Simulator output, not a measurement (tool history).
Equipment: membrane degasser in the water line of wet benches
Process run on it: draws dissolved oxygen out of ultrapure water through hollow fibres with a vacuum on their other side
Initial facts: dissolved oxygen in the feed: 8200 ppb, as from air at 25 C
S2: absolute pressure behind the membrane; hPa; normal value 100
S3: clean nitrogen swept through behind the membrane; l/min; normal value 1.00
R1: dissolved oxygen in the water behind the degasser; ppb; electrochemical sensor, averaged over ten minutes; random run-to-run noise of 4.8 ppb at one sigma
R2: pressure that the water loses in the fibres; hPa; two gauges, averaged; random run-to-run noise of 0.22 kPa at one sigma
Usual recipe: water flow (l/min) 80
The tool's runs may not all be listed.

{"run": 1, "hour": 0.0, "water flow (l/min)": 80, "S2": 100, "S3": 1.0, "R1": 882.5, "R2": 526.0}
{"run": 2, "hour": 62.3, "water flow (l/min)": 80, "S2": 100, "S3": 1.0, "R1": 883.5, "R2": 531.2}
{"run": 3, "hour": 144.1, "water flow (l/min)": 80, "S2": 100, "S3": 1.0, "R1": 881.3, "R2": 527.7}
{"run": 4, "hour": 285.7, "water flow (l/min)": 80, "S2": 100, "S3": 1.0, "R1": 886.4, "R2": 533.4}
{"run": 5, "hour": 360.1, "water flow (l/min)": 80, "S2": 100, "S3": 1.0, "R1": 879.9, "R2": 534.7}
{"run": 6, "hour": 467.7, "water flow (l/min)": 80, "S2": 100, "S3": 1.0, "R1": 884.3, "R2": 532.5}
{"run": 7, "hour": 599.3, "water flow (l/min)": 80, "S2": 100, "S3": 1.0, "R1": 883.0, "R2": 530.5}
{"run": 8, "hour": 734.9, "water flow (l/min)": 80, "S2": 100, "S3": 1.0, "R1": 888.4, "R2": 532.0}
{"run": 9, "hour": 813.1, "water flow (l/min)": 80, "S2": 100, "S3": 1.0, "R1": 882.7, "R2": 535.6}
{"run": 10, "hour": 923.5, "water flow (l/min)": 80, "S2": 100, "S3": 1.0, "R1": 877.9, "R2": 536.5}
{"run": 11, "hour": 1057.5, "water flow (l/min)": 80, "S2": 100, "S3": 1.0, "R1": 882.6, "R2": 534.2}
{"hour": 1069.6, "done": "vacuum gauge calibrated"}
{"run": 12, "hour": 1152.6, "water flow (l/min)": 58, "S2": 100, "S3": 1.0, "R1": 712.8, "R2": 386.4}
{"run": 13, "hour": 1294.2, "water flow (l/min)": 58, "S2": 100, "S3": 1.0, "R1": 701.5, "R2": 384.1}
{"run": 14, "hour": 1396.9, "water flow (l/min)": 58, "S2": 100, "S3": 1.0, "R1": 700.1, "R2": 384.5}
{"run": 15, "hour": 1525.3, "water flow (l/min)": 80, "S2": 156, "S3": 0.78, "R1": 1730.7, "R2": 531.3}
{"run": 16, "hour": 1665.8, "water flow (l/min)": 99, "S2": 242, "S3": 2.76, "R1": 1423.2, "R2": 659.0}
{"hour": 1763.6, "done": "vacuum gauge calibrated, once more"}
{"run": 17, "hour": 1804.8, "water flow (l/min)": 99, "S2": 242, "S3": 2.76, "R1": 1404.4, "R2": 660.1}
{"run": 18, "hour": 1882.5, "water flow (l/min)": 99, "S2": 242, "S3": 2.76, "R1": 1402.3, "R2": 659.0}
{"run": 19, "hour": 1967.9, "water flow (l/min)": 114, "S2": 242, "S3": 2.15, "R1": 1855.5, "R2": 763.1}
{"run": 20, "hour": 2050.9, "water flow (l/min)": 114, "S2": 242, "S3": 2.15, "R1": 1828.7, "R2": 759.7}
{"run": 21, "hour": 2123.2, "water flow (l/min)": 114, "S2": 242, "S3": 2.15, "R1": 1862.8, "R2": 759.8}
{"run": 22, "hour": 2187.9, "water flow (l/min)": 114, "S2": 242, "S3": 2.15, "R1": 1849.3, "R2": 761.2}
{"run": 23, "hour": 2314.2, "water flow (l/min)": 80, "S2": 100, "S3": 1.66, "R1": 635.5, "R2": 532.6}

Measured result minus the same run's result without the hidden state. Both carry the same run-to-run variation, though not necessarily the same gauge scatter:
The hidden state here: membrane still open, %; true pressure behind the membrane over the reading, kPa; air that leaks in behind the membrane, l/min; drift of the gauge itself on oxygen_ppb, %; drift of the gauge itself on loss_of_pressure_kpa, %.
run=1 R1=+9.0 R2=+7.2
run=2 R1=+9.4 R2=+7.4
run=3 R1=+9.9 R2=+7.6
run=4 R1=+10.8 R2=+8.0
run=5 R1=+11.2 R2=+8.2
run=6 R1=+11.9 R2=+8.4
run=7 R1=+12.7 R2=+8.6
run=8 R1=+13.7 R2=+8.8
run=9 R1=+14.0 R2=+9.1
run=10 R1=+14.6 R2=+9.3
run=11 R1=+15.5 R2=+9.6
run=12 R1=+16.2 R2=+7.1
run=13 R1=+16.6 R2=+7.2
run=14 R1=+17.0 R2=+7.4
run=15 R1=+16.6 R2=+10.5
run=16 R1=+19.3 R2=+13.4
run=17 R1=+11.0 R2=+13.7
run=18 R1=+11.4 R2=+14.0
run=19 R1=+12.5 R2=+16.4
run=20 R1=+12.7 R2=+16.6
run=21 R1=+13.3 R2=+16.8
run=22 R1=+13.5 R2=+17.0
run=23 R1=+10.0 R2=+12.1

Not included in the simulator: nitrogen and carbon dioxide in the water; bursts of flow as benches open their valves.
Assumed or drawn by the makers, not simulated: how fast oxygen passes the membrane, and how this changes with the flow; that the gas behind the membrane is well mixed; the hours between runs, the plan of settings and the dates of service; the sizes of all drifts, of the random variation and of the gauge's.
